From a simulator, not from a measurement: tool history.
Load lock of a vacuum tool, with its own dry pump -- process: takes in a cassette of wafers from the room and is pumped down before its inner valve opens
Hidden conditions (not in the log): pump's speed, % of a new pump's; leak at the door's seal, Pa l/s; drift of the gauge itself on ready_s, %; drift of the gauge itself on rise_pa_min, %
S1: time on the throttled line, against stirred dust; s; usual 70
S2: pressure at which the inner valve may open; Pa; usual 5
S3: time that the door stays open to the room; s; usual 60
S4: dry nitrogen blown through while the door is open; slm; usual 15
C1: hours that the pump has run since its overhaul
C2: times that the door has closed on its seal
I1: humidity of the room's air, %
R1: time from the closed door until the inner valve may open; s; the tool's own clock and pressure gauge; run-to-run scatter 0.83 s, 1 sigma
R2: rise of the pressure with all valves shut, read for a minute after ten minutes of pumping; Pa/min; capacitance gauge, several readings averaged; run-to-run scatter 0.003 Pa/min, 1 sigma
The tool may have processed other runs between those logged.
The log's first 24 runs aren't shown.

run    hour   S1  S2   S3  S4     C1     C2    I1     R1     R2
 25  5253.8  126   5  153   5   9745   3878  46.0  182.3  0.151
 26  5556.4   70   5   60  30  10048   4730  45.3  135.3  0.085
 27  5848.2   70   5   60  30  10340   5550  45.9  135.1  0.098
 28  6106.6   70   5   60  30  10598   6277  45.3  135.5  0.108
 29  6353.7   70   5   60  30  10845   6973  44.9  136.0  0.117
 30  6522.6   50   8   60  30  11014   7447  46.3  116.5  0.122
 31  6682.3   44   5   60   8  11174   7897  44.9  113.6  0.140
 32  6880.1   91   6   60  15  11372   8453  43.6  153.8  0.143
 33  7155.0   70   5   71  40  11646   9226  45.3  138.0  0.148
 34  7369.4   36   4  215  12  11861   9830  47.1  112.7  0.247
 35  7651.0   70   4  119  15  12143  10622  43.4  140.0  0.209
 36  7923.3   70   6   34  15  12415  11387  42.7  135.9  0.180
 37  8154.0  114   5   60  24  12645  12036  43.2  176.5  0.196

What if the next run were any one of these 4? Each begins from the tool's condition after run 37:
  A  8418.2  114   7  60  24  12910  12780  49.1   ?   ?
  B  8418.2   68   5  33   7  12910  12780  41.7   ?   ?
  C  8418.2   70   6  26  27  12910  12780  45.0   ?   ?
  D  8418.2  127   5  60  19  12910  12780  42.6   ?   ?

run     R1     R2
  A  172.4  0.216
  B  136.7  0.217
  C  136.2  0.202
  D  183.4  0.213
With no hidden state in the tool, these same runs would have given:
run     R1     R2
  A  165.0  0.040
  B  127.9  0.038
  C  127.7  0.028
  D  175.9  0.039
